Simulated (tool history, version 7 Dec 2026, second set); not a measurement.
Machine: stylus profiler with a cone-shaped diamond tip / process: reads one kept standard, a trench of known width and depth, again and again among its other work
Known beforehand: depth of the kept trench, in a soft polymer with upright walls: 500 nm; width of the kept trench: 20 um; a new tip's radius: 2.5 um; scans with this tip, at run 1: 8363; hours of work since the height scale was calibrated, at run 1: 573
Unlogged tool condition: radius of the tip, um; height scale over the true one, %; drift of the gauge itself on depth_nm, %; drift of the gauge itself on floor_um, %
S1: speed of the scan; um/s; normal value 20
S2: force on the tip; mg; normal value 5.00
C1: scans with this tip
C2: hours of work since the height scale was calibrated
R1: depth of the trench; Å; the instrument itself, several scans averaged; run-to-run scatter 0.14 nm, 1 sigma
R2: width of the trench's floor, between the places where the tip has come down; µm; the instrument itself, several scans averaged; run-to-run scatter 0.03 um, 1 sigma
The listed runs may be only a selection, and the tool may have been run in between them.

run,hour,S1,S2,C1,C2,R1,R2
1,0.0,20,5.00,8363,573,5132.3,16.31
2,31.2,20,5.00,8553,586,5133.5,16.20
3,71.2,20,5.00,8796,602,5135.0,16.23
4,90.2,20,5.00,8912,610,5133.4,16.22
5,121.8,20,2.10,9104,624,5080.9,16.17
6,165.8,20,3.77,9372,642,5113.8,16.21
7,186.7,20,5.00,9499,651,5135.3,16.23
8,211.2,20,5.00,9648,661,5135.1,16.17
9,244.3,20,5.00,9850,675,5134.9,16.18
10,277.5,20,10.85,10052,688,5217.2,16.17
# hour 282.1: height scale calibrated on a step standard
11,315.8,20,10.85,10282,14,5220.4,16.17
12,349.1,20,5.00,10485,28,5138.1,16.07
13,376.9,20,5.00,10654,40,5138.2,16.12
14,413.6,20,7.41,10877,55,5173.7,16.17
15,439.7,20,7.41,11036,66,5177.6,16.04
# hour 442.7: height scale calibrated on a step standard, once more
16,482.5,20,5.00,11293,17,5120.8,16.10
17,522.1,20,5.00,11534,33,5117.8,16.11
18,562.0,20,5.00,11777,50,5120.9,16.08
19,602.5,58,2.09,12024,67,5070.2,15.77
20,632.7,6,6.55,12208,79,5142.4,16.10
21,660.8,6,6.55,12379,91,5143.4,16.05
22,696.5,46,3.08,12596,106,5088.6,15.83
23,731.0,76,2.41,12806,120,5075.1,15.62
24,751.2,8,2.74,12929,129,5084.0,16.00
25,775.2,30,9.49,13075,139,5184.0,15.97
26,813.1,20,14.21,13306,154,5241.0,16.05
27,834.7,66,2.37,13437,163,5075.2,15.62
28,864.5,66,2.37,13618,176,5074.5,15.60
29,884.2,5,4.68,13738,184,5116.6,15.97
30,911.5,17,11.99,13904,195,5217.2,15.94
31,955.3,17,11.99,14171,214,5216.1,15.94
32,981.4,20,4.88,14329,225,5122.1,15.87
33,1019.0,20,4.88,14558,240,5119.3,15.84
34,1043.4,20,4.88,14707,250,5124.0,15.75
35,1085.3,11,9.21,14962,268,5183.7,15.92
36,1106.3,43,5.35,15090,277,5128.3,15.79

Below, each run's measurement less what the same run would have read without the hidden state. Both values contain the same run-to-run variation, but the gauge's scatter may not be the same in both:
run,R1,R2
1,+14.6,-0.64
2,+14.8,-0.66
3,+15.3,-0.68
4,+15.4,-0.68
5,+15.5,-0.69
6,+16.0,-0.71
7,+16.3,-0.72
8,+16.5,-0.73
9,+16.9,-0.75
10,+17.5,-0.75
11,+22.5,-0.78
12,+22.4,-0.79
13,+22.7,-0.80
14,+23.2,-0.81
15,+23.4,-0.82
16,-0.1,-0.84
17,+0.3,-0.85
18,+0.7,-0.87
19,+1.0,-0.88
20,+1.3,-0.89
21,+1.5,-0.91
22,+1.9,-0.92
23,+2.2,-0.93
24,+2.4,-0.94
25,+2.6,-0.95
26,+3.1,-0.96
27,+3.2,-0.97
28,+3.4,-0.98
29,+3.7,-0.99
30,+3.9,-1.00
31,+4.3,-1.02
32,+4.5,-1.03
33,+4.8,-1.04
34,+5.1,-1.05
35,+5.4,-1.06
36,+5.6,-1.08
